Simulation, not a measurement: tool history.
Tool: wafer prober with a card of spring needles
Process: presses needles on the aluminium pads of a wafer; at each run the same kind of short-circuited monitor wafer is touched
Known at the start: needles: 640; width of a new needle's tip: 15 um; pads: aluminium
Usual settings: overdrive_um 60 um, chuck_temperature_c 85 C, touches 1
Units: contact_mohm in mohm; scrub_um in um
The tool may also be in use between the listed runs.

run,hour,overdrive_um,chuck_temperature_c,touches,contact_mohm,scrub_um
1,0.0,60,85,1,200,15.90
# hour 1.2: tips cleaned on abrasive film
# hour 5.5: tips cleaned on abrasive film
# hour 10.9: tips cleaned on abrasive film
# hour 15.2: tips cleaned on abrasive film
# hour 20.6: tips cleaned on abrasive film
# hour 26.0: tips cleaned on abrasive film
# hour 31.4: tips cleaned on abrasive film
# hour 35.7: tips cleaned on abrasive film
# hour 41.1: tips cleaned on abrasive film
# hour 45.4: tips cleaned on abrasive film
2,46.3,60,59,1,170,15.77
# hour 50.7: tips cleaned on abrasive film
# hour 56.1: tips cleaned on abrasive film
# hour 60.4: tips cleaned on abrasive film
# hour 65.8: tips cleaned on abrasive film
# hour 71.1: tips cleaned on abrasive film
# hour 76.5: tips cleaned on abrasive film
# hour 81.9: tips cleaned on abrasive film
# hour 86.2: tips cleaned on abrasive film
# hour 91.6: tips cleaned on abrasive film
# hour 96.0: tips cleaned on abrasive film
# hour 101.3: tips cleaned on abrasive film
# hour 105.7: tips cleaned on abrasive film
# hour 110.0: tips cleaned on abrasive film
3,111.1,60,85,1,179,15.12
# hour 114.4: tips cleaned on abrasive film
# hour 119.8: tips cleaned on abrasive film
# hour 131.8: card fitted with new needles
# hour 137.2: tips cleaned on abrasive film
# hour 142.5: tips cleaned on abrasive film
# hour 147.9: tips cleaned on abrasive film
# hour 153.3: tips cleaned on abrasive film
# hour 157.6: tips cleaned on abrasive film
# hour 163.0: tips cleaned on abrasive film
# hour 167.3: tips cleaned on abrasive film
# hour 172.7: tips cleaned on abrasive film
# hour 177.1: tips cleaned on abrasive film
# hour 182.4: tips cleaned on abrasive film
# hour 187.8: tips cleaned on abrasive film
# hour 192.2: tips cleaned on abrasive film
# hour 196.5: tips cleaned on abrasive film
4,196.6,60,85,1,155,15.88
# hour 201.0: tips cleaned on abrasive film
# hour 206.4: tips cleaned on abrasive film
# hour 211.7: tips cleaned on abrasive film
# hour 216.1: tips cleaned on abrasive film
# hour 220.4: tips cleaned on abrasive film
# hour 225.8: tips cleaned on abrasive film
# hour 230.1: tips cleaned on abrasive film
# hour 234.4: tips cleaned on abrasive film
# hour 238.8: tips cleaned on abrasive film
5,240.4,53,85,1,166,13.43
# hour 243.6: tips cleaned on abrasive film
# hour 248.0: tips cleaned on abrasive film
# hour 252.3: tips cleaned on abrasive film
# hour 256.6: tips cleaned on abrasive film
# hour 262.0: tips cleaned on abrasive film
# hour 267.4: tips cleaned on abrasive film
# hour 272.8: tips cleaned on abrasive film
# hour 278.2: tips cleaned on abrasive film
# hour 282.5: tips cleaned on abrasive film
# hour 286.8: tips cleaned on abrasive film
# hour 292.2: tips cleaned on abrasive film
# hour 297.6: tips cleaned on abrasive film
# hour 303.0: tips cleaned on abrasive film
# hour 308.4: tips cleaned on abrasive film
# hour 312.7: tips cleaned on abrasive film
6,314.6,53,85,1,176,13.32
# hour 317.8: tips cleaned on abrasive film
# hour 323.2: tips cleaned on abrasive film
# hour 327.6: tips cleaned on abrasive film
# hour 332.9: tips cleaned on abrasive film
# hour 337.3: tips cleaned on abrasive film
# hour 342.7: tips cleaned on abrasive film
# hour 348.0: tips cleaned on abrasive film
# hour 353.4: tips cleaned on abrasive film
# hour 358.8: tips cleaned on abrasive film
# hour 363.1: tips cleaned on abrasive film
7,366.8,53,96,1,192,12.69
# hour 368.0: tips cleaned on abrasive film
# hour 373.4: tips cleaned on abrasive film
# hour 377.7: tips cleaned on abrasive film
# hour 383.1: tips cleaned on abrasive film
# hour 387.4: tips cleaned on abrasive film
# hour 391.7: tips cleaned on abrasive film
# hour 397.1: tips cleaned on abrasive film
# hour 402.5: tips cleaned on abrasive film
# hour 407.9: tips cleaned on abrasive film
# hour 413.3: tips cleaned on abrasive film
# hour 418.6: tips cleaned on abrasive film
# hour 423.0: tips cleaned on abrasive film
# hour 427.3: tips cleaned on abrasive film
# hour 432.7: tips cleaned on abrasive film
# hour 437.0: tips cleaned on abrasive film
# hour 442.4: tips cleaned on abrasive film
8,444.4,53,96,1,187,12.23
# hour 447.6: tips cleaned on abrasive film
# hour 452.0: tips cleaned on abrasive film
# hour 456.3: tips cleaned on abrasive film
# hour 461.7: tips cleaned on abrasive film
# hour 466.0: tips cleaned on abrasive film
# hour 471.4: tips cleaned on abrasive film
# hour 475.7: tips cleaned on abrasive film
# hour 481.1: tips cleaned on abrasive film
# hour 486.5: tips cleaned on abrasive film
# hour 490.8: tips cleaned on abrasive film
# hour 496.2: tips cleaned on abrasive film
# hour 501.6: tips cleaned on abrasive film
# hour 505.9: tips cleaned on abrasive film
9,508.0,53,96,1,196,11.67
# hour 511.3: tips cleaned on abrasive film
# hour 515.6: tips cleaned on abrasive film
# hour 521.0: tips cleaned on abrasive film
# hour 526.4: tips cleaned on abrasive film
# hour 531.8: tips cleaned on abrasive film
# hour 537.1: tips cleaned on abrasive film
# hour 541.5: tips cleaned on abrasive film
# hour 542.8: height of the first contact set anew
# hour 547.2: tips cleaned on abrasive film
# hour 551.5: tips cleaned on abrasive film
# hour 556.9: tips cleaned on abrasive film
# hour 562.3: tips cleaned on abrasive film
# hour 566.6: tips cleaned on abrasive film
# hour 572.0: tips cleaned on abrasive film
# hour 577.3: tips cleaned on abrasive film
10,581.2,53,96,1,195,14.07
# hour 582.4: tips cleaned on abrasive film
# hour 586.7: tips cleaned on abrasive film
# hour 591.0: tips cleaned on abrasive film
# hour 596.4: tips cleaned on abrasive film
# hour 601.8: tips cleaned on abrasive film
# hour 607.2: tips cleaned on abrasive film
# hour 612.6: tips cleaned on abrasive film
# hour 618.0: tips cleaned on abrasive film
# hour 622.3: tips cleaned on abrasive film
11,625.8,47,91,1,211,12.11
# hour 627.0: tips cleaned on abrasive film
# hour 631.3: tips cleaned on abrasive film
# hour 635.7: tips cleaned on abrasive film
# hour 641.0: tips cleaned on abrasive film
# hour 645.4: tips cleaned on abrasive film
# hour 650.8: tips cleaned on abrasive film
# hour 655.1: tips cleaned on abrasive film
# hour 660.5: tips cleaned on abrasive film
# hour 664.8: tips cleaned on abrasive film
# hour 670.2: tips cleaned on abrasive film
# hour 675.6: tips cleaned on abrasive film
# hour 680.9: tips cleaned on abrasive film
# hour 685.3: tips cleaned on abrasive film
# hour 690.7: tips cleaned on abrasive film
12,693.8,47,91,1,207,11.81
# hour 696.0: tips cleaned on abrasive film
# hour 701.4: tips cleaned on abrasive film
# hour 706.8: tips cleaned on abrasive film
# hour 712.2: tips cleaned on abrasive film
# hour 716.5: tips cleaned on abrasive film
# hour 721.9: tips cleaned on abrasive film
# hour 726.2: tips cleaned on abrasive film
# hour 730.5: tips cleaned on abrasive film
# hour 735.9: tips cleaned on abrasive film
# hour 740.2: tips cleaned on abrasive film
# hour 745.6: tips cleaned on abrasive film
# hour 749.9: tips cleaned on abrasive film
13,753.3,59,30,1,186,14.74
# hour 754.4: tips cleaned on abrasive film
# hour 758.7: tips cleaned on abrasive film
# hour 763.1: tips cleaned on abrasive film
# hour 768.5: tips cleaned on abrasive film
# hour 773.8: tips cleaned on abrasive film
# hour 779.2: tips cleaned on abrasive film
# hour 784.6: tips cleaned on abrasive film
# hour 788.9: tips cleaned on abrasive film
# hour 793.3: tips cleaned on abrasive film
# hour 798.6: tips cleaned on abrasive film
# hour 804.0: tips cleaned on abrasive film
# hour 808.9: tips cleaned on abrasive film
14,808.9,58,58,2,156,14.09
# hour 813.3: tips cleaned on abrasive film
# hour 818.6: tips cleaned on abrasive film
# hour 824.0: tips cleaned on abrasive film
# hour 829.4: tips cleaned on abrasive film
# hour 834.8: tips cleaned on abrasive film
# hour 840.2: tips cleaned on abrasive film
# hour 845.6: tips cleaned on abrasive film
# hour 851.0: tips cleaned on abrasive film
# hour 856.3: tips cleaned on abrasive film
# hour 860.7: tips cleaned on abrasive film
# hour 865.0: tips cleaned on abrasive film
# hour 870.4: tips cleaned on abrasive film
# hour 874.7: tips cleaned on abrasive film
15,877.5,48,85,2,202,10.76
# hour 879.7: tips cleaned on abrasive film
# hour 884.0: tips cleaned on abrasive film
# hour 888.4: tips cleaned on abrasive film
# hour 893.7: tips cleaned on abrasive film
# hour 899.1: tips cleaned on abrasive film
# hour 903.5: tips cleaned on abrasive film
# hour 907.8: tips cleaned on abrasive film
# hour 913.2: tips cleaned on abrasive film
# hour 918.6: tips cleaned on abrasive film
# hour 923.9: tips cleaned on abrasive film
# hour 929.3: tips cleaned on abrasive film
# hour 934.7: tips cleaned on abrasive film
16,938.2,50,75,1,238,10.91
# hour 939.4: tips cleaned on abrasive film
# hour 943.7: tips cleaned on abrasive film
# hour 949.1: tips cleaned on abrasive film
# hour 953.6: height of the first contact set anew
# hour 954.8: tips cleaned on abrasive film
# hour 959.1: tips cleaned on abrasive film
# hour 963.4: tips cleaned on abrasive film
# hour 968.8: tips cleaned on abrasive film
# hour 973.2: tips cleaned on abrasive film
17,977.3,50,30,2,186,13.45

Forecast each of these 3 alternatives for the next run:
# hour 978.5: tips cleaned on abrasive film
# hour 983.9: tips cleaned on abrasive film
# hour 988.2: tips cleaned on abrasive film
# hour 993.6: tips cleaned on abrasive film
# hour 997.9: tips cleaned on abrasive film
# hour 1003.3: tips cleaned on abrasive film
# hour 1008.7: tips cleaned on abrasive film
# hour 1014.1: tips cleaned on abrasive film
# hour 1018.4: tips cleaned on abrasive film
A,1018.4,72,30,2,?,?
# hour 978.5: tips cleaned on abrasive film
# hour 983.9: tips cleaned on abrasive film
# hour 988.2: tips cleaned on abrasive film
# hour 993.6: tips cleaned on abrasive film
# hour 997.9: tips cleaned on abrasive film
# hour 1003.3: tips cleaned on abrasive film
# hour 1008.7: tips cleaned on abrasive film
# hour 1014.1: tips cleaned on abrasive film
# hour 1018.4: tips cleaned on abrasive film
B,1018.4,51,30,2,?,?
# hour 978.5: tips cleaned on abrasive film
# hour 983.9: tips cleaned on abrasive film
# hour 988.2: tips cleaned on abrasive film
# hour 993.6: tips cleaned on abrasive film
# hour 997.9: tips cleaned on abrasive film
# hour 1003.3: tips cleaned on abrasive film
# hour 1008.7: tips cleaned on abrasive film
# hour 1014.1: tips cleaned on abrasive film
# hour 1018.4: tips cleaned on abrasive film
C,1018.4,51,30,2,?,?

run,contact_mohm,scrub_um
A,142,18.97
B,154,13.45
C,152,13.46
Without the tool's hidden state the same runs would have given:
run,contact_mohm,scrub_um
A,135,19.42
B,143,13.90
C,141,13.91
